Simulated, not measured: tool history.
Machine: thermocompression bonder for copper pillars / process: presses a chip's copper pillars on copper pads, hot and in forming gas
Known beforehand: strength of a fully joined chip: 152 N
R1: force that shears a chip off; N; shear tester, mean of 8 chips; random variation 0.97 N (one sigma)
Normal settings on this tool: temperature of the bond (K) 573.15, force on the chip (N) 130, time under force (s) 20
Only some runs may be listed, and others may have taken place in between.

run 1 hour=0 | temperature_of_the_bond_(K)=573.15 force_on_the_chip_(N)=130 time_under_force_(s)=20 | R1=91.8
run 2 hour=7.1 | temperature_of_the_bond_(K)=573.15 force_on_the_chip_(N)=130 time_under_force_(s)=37 | R1=109.4
run 3 hour=15.2 | temperature_of_the_bond_(K)=573.15 force_on_the_chip_(N)=130 time_under_force_(s)=37 | R1=109.2
run 4 hour=22.2 | temperature_of_the_bond_(K)=573.15 force_on_the_chip_(N)=130 time_under_force_(s)=37 | R1=106.1
run 5 hour=28.4 | temperature_of_the_bond_(K)=573.15 force_on_the_chip_(N)=130 time_under_force_(s)=37 | R1=108.9
run 6 hour=33.9 | temperature_of_the_bond_(K)=573.15 force_on_the_chip_(N)=130 time_under_force_(s)=37 | R1=109.2
run 7 hour=38.2 | temperature_of_the_bond_(K)=573.15 force_on_the_chip_(N)=130 time_under_force_(s)=37 | R1=108.6
run 8 hour=46.4 | temperature_of_the_bond_(K)=573.15 force_on_the_chip_(N)=130 time_under_force_(s)=37 | R1=108.4
run 9 hour=51.7 | temperature_of_the_bond_(K)=573.15 force_on_the_chip_(N)=130 time_under_force_(s)=37 | R1=109.4
run 10 hour=57.2 | temperature_of_the_bond_(K)=573.15 force_on_the_chip_(N)=182 time_under_force_(s)=20 | R1=110.5
run 11 hour=65.1 | temperature_of_the_bond_(K)=573.15 force_on_the_chip_(N)=182 time_under_force_(s)=20 | R1=111.1
run 12 hour=75.1 | temperature_of_the_bond_(K)=573.15 force_on_the_chip_(N)=182 time_under_force_(s)=20 | R1=109.3
run 13 hour=83.7 | temperature_of_the_bond_(K)=573.15 force_on_the_chip_(N)=130 time_under_force_(s)=18 | R1=88.4
run 14 hour=89.3 | temperature_of_the_bond_(K)=573.15 force_on_the_chip_(N)=130 time_under_force_(s)=18 | R1=90.3
run 15 hour=97.5 | temperature_of_the_bond_(K)=573.15 force_on_the_chip_(N)=130 time_under_force_(s)=26 | R1=96.8
run 16 hour=104.7 | temperature_of_the_bond_(K)=573.15 force_on_the_chip_(N)=146 time_under_force_(s)=21 | R1=99.2
run 17 hour=112.4 | temperature_of_the_bond_(K)=573.15 force_on_the_chip_(N)=146 time_under_force_(s)=21 | R1=100.1
run 18 hour=117.5 | temperature_of_the_bond_(K)=590.15 force_on_the_chip_(N)=101 time_under_force_(s)=10 | R1=70.8

What does the tool deliver on the next run?
run 19 hour=123.4 | temperature_of_the_bond_(K)=588.15 force_on_the_chip_(N)=181 time_under_force_(s)=60 | R1=?

{"run 19": {"R1": 142.9}}
On a tool with no hidden condition, and with the same random variation, this run would have come out at R1 143.2 N.
